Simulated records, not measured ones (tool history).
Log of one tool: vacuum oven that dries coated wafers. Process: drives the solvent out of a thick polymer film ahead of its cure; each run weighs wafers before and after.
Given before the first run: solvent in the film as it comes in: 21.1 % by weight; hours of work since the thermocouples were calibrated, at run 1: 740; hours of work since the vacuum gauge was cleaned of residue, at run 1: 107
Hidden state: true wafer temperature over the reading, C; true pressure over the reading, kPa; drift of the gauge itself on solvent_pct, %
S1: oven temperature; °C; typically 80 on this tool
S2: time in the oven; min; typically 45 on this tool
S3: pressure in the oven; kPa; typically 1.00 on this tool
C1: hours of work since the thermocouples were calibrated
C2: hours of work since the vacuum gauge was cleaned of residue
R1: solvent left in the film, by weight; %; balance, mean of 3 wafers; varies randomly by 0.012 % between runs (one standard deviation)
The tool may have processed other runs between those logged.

{"run": 1, "hour": 0.0, "S1": 80, "S2": 45, "S3": 1.0, "C1": 740, "C2": 107, "R1": 2.75}
{"run": 2, "hour": 31.6, "S1": 80, "S2": 45, "S3": 0.62, "C1": 760, "C2": 127, "R1": 2.68}
{"run": 3, "hour": 46.1, "S1": 80, "S2": 45, "S3": 0.62, "C1": 770, "C2": 136, "R1": 2.69}
{"run": 4, "hour": 68.7, "S1": 80, "S2": 45, "S3": 0.65, "C1": 784, "C2": 151, "R1": 2.71}
{"run": 5, "hour": 96.7, "S1": 80, "S2": 45, "S3": 1.0, "C1": 802, "C2": 169, "R1": 2.73}
{"run": 6, "hour": 126.3, "S1": 80, "S2": 45, "S3": 1.0, "C1": 821, "C2": 188, "R1": 2.72}
{"hour": 139.0, "done": "oven's thermocouples calibrated"}
{"run": 7, "hour": 157.1, "S1": 80, "S2": 45, "S3": 1.0, "C1": 12, "C2": 207, "R1": 3.1}
{"run": 8, "hour": 176.9, "S1": 80, "S2": 45, "S3": 3.91, "C1": 24, "C2": 220, "R1": 3.56}
{"run": 9, "hour": 201.2, "S1": 80, "S2": 45, "S3": 3.91, "C1": 40, "C2": 235, "R1": 3.55}
{"run": 10, "hour": 221.5, "S1": 80, "S2": 45, "S3": 3.91, "C1": 53, "C2": 248, "R1": 3.56}
{"run": 11, "hour": 235.1, "S1": 80, "S2": 45, "S3": 1.0, "C1": 62, "C2": 257, "R1": 3.07}
{"run": 12, "hour": 260.9, "S1": 80, "S2": 45, "S3": 1.0, "C1": 79, "C2": 274, "R1": 3.04}
{"run": 13, "hour": 287.7, "S1": 80, "S2": 45, "S3": 1.0, "C1": 96, "C2": 291, "R1": 3.05}
{"run": 14, "hour": 308.6, "S1": 80, "S2": 45, "S3": 1.0, "C1": 110, "C2": 305, "R1": 3.06}
{"run": 15, "hour": 337.4, "S1": 80, "S2": 45, "S3": 1.0, "C1": 128, "C2": 323, "R1": 3.04}
{"run": 16, "hour": 355.8, "S1": 95, "S2": 29, "S3": 1.95, "C1": 140, "C2": 335, "R1": 0.73}
{"run": 17, "hour": 369.8, "S1": 95, "S2": 71, "S3": 0.61, "C1": 149, "C2": 344, "R1": 0.08}
{"run": 18, "hour": 397.9, "S1": 94, "S2": 71, "S3": 0.61, "C1": 167, "C2": 362, "R1": 0.08}
{"run": 19, "hour": 417.3, "S1": 78, "S2": 45, "S3": 2.59, "C1": 180, "C2": 375, "R1": 4.15}
{"run": 20, "hour": 432.8, "S1": 78, "S2": 45, "S3": 2.59, "C1": 190, "C2": 385, "R1": 4.13}
{"run": 21, "hour": 463.7, "S1": 78, "S2": 45, "S3": 2.76, "C1": 210, "C2": 405, "R1": 4.15}
{"run": 22, "hour": 480.8, "S1": 94, "S2": 45, "S3": 1.29, "C1": 221, "C2": 416, "R1": 0.24}
{"run": 23, "hour": 498.8, "S1": 81, "S2": 45, "S3": 2.0, "C1": 232, "C2": 427, "R1": 2.77}
{"run": 24, "hour": 531.6, "S1": 85, "S2": 73, "S3": 0.62, "C1": 254, "C2": 449, "R1": 0.35}
{"run": 25, "hour": 563.3, "S1": 73, "S2": 45, "S3": 1.35, "C1": 274, "C2": 469, "R1": 6.31}
{"run": 26, "hour": 577.6, "S1": 94, "S2": 46, "S3": 1.02, "C1": 283, "C2": 478, "R1": 0.22}

Pick out some run-to-run changes in R1. Of each, how much would a tool without hidden state show as well, from the settings, what came in and chance, and how much is left for the hidden state and any gauge scatter not in both results compared?
Run 6 -> 7: oven's thermocouples calibrated. R1 +0.38 %: hidden state +0.36, all else +0.02.
Run 18 -> 19: S1 94 -> 78, S2 71 -> 45, S3 0.61 -> 2.59. R1 +4.07 %: hidden state +0.06, all else +4.01.
Run 24 -> 25: S1 85 -> 73, S2 73 -> 45, S3 0.62 -> 1.35. R1 +5.96 %: hidden state +0.02, all else +5.94.
Run 25 -> 26: S1 73 -> 94, S2 45 -> 46, S3 1.35 -> 1.02. R1 -6.09 %: hidden state -0.02, all else -6.07.

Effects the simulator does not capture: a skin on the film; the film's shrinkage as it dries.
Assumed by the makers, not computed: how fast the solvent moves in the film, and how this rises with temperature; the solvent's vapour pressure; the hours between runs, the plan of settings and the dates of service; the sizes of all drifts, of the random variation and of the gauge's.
